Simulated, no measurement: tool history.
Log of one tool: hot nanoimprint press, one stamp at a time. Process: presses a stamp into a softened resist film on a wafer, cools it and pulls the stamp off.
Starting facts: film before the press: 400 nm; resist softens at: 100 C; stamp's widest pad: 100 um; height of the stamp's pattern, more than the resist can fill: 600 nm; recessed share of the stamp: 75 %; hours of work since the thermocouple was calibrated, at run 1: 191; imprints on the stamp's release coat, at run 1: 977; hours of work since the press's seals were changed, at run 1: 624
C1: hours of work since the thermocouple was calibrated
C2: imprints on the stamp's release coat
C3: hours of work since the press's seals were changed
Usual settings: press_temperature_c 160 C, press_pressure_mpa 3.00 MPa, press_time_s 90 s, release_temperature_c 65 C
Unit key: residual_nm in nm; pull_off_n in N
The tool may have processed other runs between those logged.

run 1 hour=0.0 | press_temperature_c=160 press_pressure_mpa=3.00 press_time_s=90 release_temperature_c=65 | C1=191 C2=977 C3=624 | residual_nm=233.0 pull_off_n=125
run 2 hour=33.1 | press_temperature_c=160 press_pressure_mpa=3.00 press_time_s=90 release_temperature_c=65 | C1=214 C2=1068 C3=648 | residual_nm=236.3 pull_off_n=135
run 3 hour=50.1 | press_temperature_c=149 press_pressure_mpa=3.00 press_time_s=90 release_temperature_c=65 | C1=226 C2=1114 C3=659 | residual_nm=313.6 pull_off_n=132
run 4 hour=66.4 | press_temperature_c=149 press_pressure_mpa=3.00 press_time_s=90 release_temperature_c=65 | C1=238 C2=1159 C3=671 | residual_nm=314.5 pull_off_n=128
run 5 hour=87.6 | press_temperature_c=150 press_pressure_mpa=3.00 press_time_s=90 release_temperature_c=65 | C1=253 C2=1216 C3=686 | residual_nm=308.8 pull_off_n=135
run 6 hour=105.9 | press_temperature_c=160 press_pressure_mpa=3.00 press_time_s=90 release_temperature_c=71 | C1=265 C2=1266 C3=699 | residual_nm=235.9 pull_off_n=113
run 7 hour=131.3 | press_temperature_c=160 press_pressure_mpa=3.00 press_time_s=90 release_temperature_c=71 | C1=283 C2=1336 C3=716 | residual_nm=236.3 pull_off_n=119
run 8 hour=153.3 | press_temperature_c=160 press_pressure_mpa=3.00 press_time_s=90 release_temperature_c=71 | C1=299 C2=1395 C3=732 | residual_nm=237.0 pull_off_n=120
-- hour=181.0 plate thermocouple calibrated
run 9 hour=188.5 | press_temperature_c=160 press_pressure_mpa=3.00 press_time_s=90 release_temperature_c=71 | C1=5 C2=1483 C3=754 | residual_nm=231.2 pull_off_n=116
run 10 hour=221.7 | press_temperature_c=160 press_pressure_mpa=3.83 press_time_s=90 release_temperature_c=71 | C1=29 C2=1574 C3=778 | residual_nm=211.1 pull_off_n=123
run 11 hour=248.2 | press_temperature_c=160 press_pressure_mpa=1.90 press_time_s=90 release_temperature_c=65 | C1=47 C2=1646 C3=796 | residual_nm=275.3 pull_off_n=138
run 12 hour=267.8 | press_temperature_c=160 press_pressure_mpa=1.90 press_time_s=90 release_temperature_c=65 | C1=61 C2=1700 C3=810 | residual_nm=276.8 pull_off_n=141
run 13 hour=282.1 | press_temperature_c=160 press_pressure_mpa=3.00 press_time_s=90 release_temperature_c=57 | C1=71 C2=1739 C3=820 | residual_nm=234.4 pull_off_n=167
run 14 hour=311.5 | press_temperature_c=160 press_pressure_mpa=3.00 press_time_s=65 release_temperature_c=57 | C1=92 C2=1819 C3=841 | residual_nm=255.8 pull_off_n=177
run 15 hour=332.4 | press_temperature_c=160 press_pressure_mpa=3.00 press_time_s=65 release_temperature_c=57 | C1=106 C2=1876 C3=855 | residual_nm=257.9 pull_off_n=171
-- hour=360.0 press's hydraulic seals changed and the load cell set to zero
run 16 hour=374.2 | press_temperature_c=160 press_pressure_mpa=3.88 press_time_s=90 release_temperature_c=65 | C1=130 C2=1968 C3=10 | residual_nm=205.9 pull_off_n=150
run 17 hour=407.3 | press_temperature_c=160 press_pressure_mpa=3.88 press_time_s=90 release_temperature_c=65 | C1=153 C2=2058 C3=33 | residual_nm=208.0 pull_off_n=156
run 18 hour=430.6 | press_temperature_c=154 press_pressure_mpa=1.94 press_time_s=71 release_temperature_c=67 | C1=170 C2=2122 C3=50 | residual_nm=325.1 pull_off_n=145
run 19 hour=461.7 | press_temperature_c=152 press_pressure_mpa=3.85 press_time_s=82 release_temperature_c=59 | C1=191 C2=2207 C3=71 | residual_nm=276.4 pull_off_n=176
run 20 hour=485.1 | press_temperature_c=152 press_pressure_mpa=2.65 press_time_s=166 release_temperature_c=59 | C1=208 C2=2270 C3=88 | residual_nm=260.0 pull_off_n=183
run 21 hour=510.7 | press_temperature_c=160 press_pressure_mpa=3.00 press_time_s=106 release_temperature_c=53 | C1=226 C2=2340 C3=106 | residual_nm=221.7 pull_off_n=216
run 22 hour=528.0 | press_temperature_c=160 press_pressure_mpa=3.00 press_time_s=54 release_temperature_c=52 | C1=238 C2=2387 C3=118 | residual_nm=271.5 pull_off_n=218
-- hour=538.1 stamp cleaned and given a new release coat
run 23 hour=565.6 | press_temperature_c=160 press_pressure_mpa=3.00 press_time_s=54 release_temperature_c=52 | C1=260 C2=75 C3=140 | residual_nm=270.9 pull_off_n=133
run 24 hour=584.7 | press_temperature_c=160 press_pressure_mpa=3.00 press_time_s=90 release_temperature_c=60 | C1=273 C2=127 C3=153 | residual_nm=235.7 pull_off_n=121
run 25 hour=603.3 | press_temperature_c=165 press_pressure_mpa=3.00 press_time_s=90 release_temperature_c=65 | C1=287 C2=178 C3=167 | residual_nm=202.3 pull_off_n=109
run 26 hour=621.3 | press_temperature_c=165 press_pressure_mpa=2.84 press_time_s=90 release_temperature_c=73 | C1=299 C2=227 C3=179 | residual_nm=208.0 pull_off_n=86
-- hour=646.9 plate thermocouple calibrated
run 27 hour=647.9 | press_temperature_c=165 press_pressure_mpa=2.84 press_time_s=90 release_temperature_c=73 | C1=1 C2=291 C3=196 | residual_nm=203.7 pull_off_n=90
run 28 hour=673.6 | press_temperature_c=160 press_pressure_mpa=3.00 press_time_s=90 release_temperature_c=72 | C1=19 C2=361 C3=214 | residual_nm=230.7 pull_off_n=87
run 29 hour=702.9 | press_temperature_c=154 press_pressure_mpa=4.28 press_time_s=134 release_temperature_c=55 | C1=39 C2=441 C3=234 | residual_nm=211.9 pull_off_n=143

Below are 5 alternative next runs, each starting from the tool's condition after run 29. Predict each:
run A hour=736.5 | press_temperature_c=160 press_pressure_mpa=3.74 press_time_s=112 release_temperature_c=65 | C1=63 C2=533 C3=258 | residual_nm=? pull_off_n=?
run B hour=736.5 | press_temperature_c=160 press_pressure_mpa=3.00 press_time_s=91 release_temperature_c=54 | C1=63 C2=533 C3=258 | residual_nm=? pull_off_n=?
run C hour=736.5 | press_temperature_c=162 press_pressure_mpa=2.43 press_time_s=134 release_temperature_c=66 | C1=63 C2=533 C3=258 | residual_nm=? pull_off_n=?
run D hour=736.5 | press_temperature_c=151 press_pressure_mpa=2.20 press_time_s=134 release_temperature_c=59 | C1=63 C2=533 C3=258 | residual_nm=? pull_off_n=?
run E hour=736.5 | press_temperature_c=171 press_pressure_mpa=3.00 press_time_s=90 release_temperature_c=60 | C1=63 C2=533 C3=258 | residual_nm=? pull_off_n=?

run=A residual_nm=194.4 pull_off_n=115
run=B residual_nm=230.9 pull_off_n=142
run=C residual_nm=210.9 pull_off_n=114
run=D residual_nm=296.5 pull_off_n=132
run=E residual_nm=166.4 pull_off_n=131
With no hidden state in the tool, these same runs would have given:
run=A residual_nm=193.5 pull_off_n=102
run=B residual_nm=230.2 pull_off_n=127
run=C residual_nm=210.4 pull_off_n=102
run=D residual_nm=296.1 pull_off_n=118
run=E residual_nm=165.8 pull_off_n=117
